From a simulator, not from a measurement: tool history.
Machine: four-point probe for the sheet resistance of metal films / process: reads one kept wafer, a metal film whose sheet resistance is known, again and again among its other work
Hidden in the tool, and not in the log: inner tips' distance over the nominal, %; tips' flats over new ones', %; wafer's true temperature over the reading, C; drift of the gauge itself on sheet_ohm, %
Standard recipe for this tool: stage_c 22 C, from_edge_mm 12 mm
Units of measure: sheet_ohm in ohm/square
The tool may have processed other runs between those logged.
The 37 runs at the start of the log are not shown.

run      day  stage_c  from_edge_mm  touches since the probe head was changed  hours of work since the stage's thermometer was calibrated  sheet_ohm
 38  107.733       27             4                                     16467                                                         140   0.444697
 39  112.129       29            12                                     20115                                                         198   0.440140
 40  116.462       29            12                                     23708                                                         255   0.440200
 41  119.821       29            12                                     26489                                                         299   0.440129
 42  122.617       21             6                                     28808                                                         336   0.439985
 43  125.379       21            29                                     31099                                                         372   0.437569
 44  128.112       32            41                                     33366                                                         408   0.440846
 45  132.567       26             4                                     37058                                                         467   0.444883

What if the next run were any one of these 3? Each begins from the tool's condition after run 45:
  A  136.375       29             4                                     40216                                                         517          ?
  B  136.375       24             4                                     40216                                                         517          ?
  C  136.375       34             9                                     40216                                                         517          ?

run  sheet_ohm
  A   0.445739
  B   0.444484
  C   0.442380
With the hidden condition removed and each run's random variation left untouched, the same runs would have given:
run  sheet_ohm
  A   0.446351
  B   0.445098
  C   0.442983

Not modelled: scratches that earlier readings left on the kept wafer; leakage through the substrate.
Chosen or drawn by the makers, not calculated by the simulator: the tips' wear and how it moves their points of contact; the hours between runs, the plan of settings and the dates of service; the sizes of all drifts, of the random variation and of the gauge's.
